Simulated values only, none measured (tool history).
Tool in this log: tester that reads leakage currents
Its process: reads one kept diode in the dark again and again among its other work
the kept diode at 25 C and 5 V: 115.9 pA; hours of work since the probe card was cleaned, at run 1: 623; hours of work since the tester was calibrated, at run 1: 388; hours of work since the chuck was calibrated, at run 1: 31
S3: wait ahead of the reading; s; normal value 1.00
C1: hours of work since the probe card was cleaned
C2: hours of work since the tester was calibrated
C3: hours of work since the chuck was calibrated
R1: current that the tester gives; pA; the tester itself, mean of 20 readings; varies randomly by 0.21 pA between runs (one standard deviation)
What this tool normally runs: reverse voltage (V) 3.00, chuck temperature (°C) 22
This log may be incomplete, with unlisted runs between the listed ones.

{"run": 1, "hour": 0.0, "reverse voltage (V)": 3.0, "chuck temperature (°C)": 22, "S3": 1.0, "C1": 623, "C2": 388, "C3": 31, "R1": 68.52}
{"run": 2, "hour": 129.8, "reverse voltage (V)": 3.0, "chuck temperature (°C)": 22, "S3": 1.0, "C1": 726, "C2": 491, "C3": 134, "R1": 68.98}
{"run": 3, "hour": 279.9, "reverse voltage (V)": 3.0, "chuck temperature (°C)": 22, "S3": 1.0, "C1": 846, "C2": 611, "C3": 253, "R1": 69.86}
{"run": 4, "hour": 392.5, "reverse voltage (V)": 12.82, "chuck temperature (°C)": 22, "S3": 1.0, "C1": 935, "C2": 700, "C3": 343, "R1": 166.25}
{"run": 5, "hour": 614.5, "reverse voltage (V)": 3.0, "chuck temperature (°C)": 20, "S3": 1.0, "C1": 1112, "C2": 877, "C3": 520, "R1": 60.14}
{"run": 6, "hour": 722.0, "reverse voltage (V)": 3.0, "chuck temperature (°C)": 20, "S3": 1.0, "C1": 1198, "C2": 963, "C3": 605, "R1": 60.49}
{"run": 7, "hour": 915.2, "reverse voltage (V)": 3.0, "chuck temperature (°C)": 20, "S3": 1.0, "C1": 1351, "C2": 1116, "C3": 759, "R1": 61.58}

Expected results for the next run?
{"run": 8, "hour": 1124.5, "reverse voltage (V)": 14.99, "chuck temperature (°C)": 38, "S3": 0.66, "C1": 1518, "C2": 1283, "C3": 926, "R1": "?"}

R1: 661.92 pA
Had the tool carried no hidden state, the very same run would have given R1 624.16 pA.

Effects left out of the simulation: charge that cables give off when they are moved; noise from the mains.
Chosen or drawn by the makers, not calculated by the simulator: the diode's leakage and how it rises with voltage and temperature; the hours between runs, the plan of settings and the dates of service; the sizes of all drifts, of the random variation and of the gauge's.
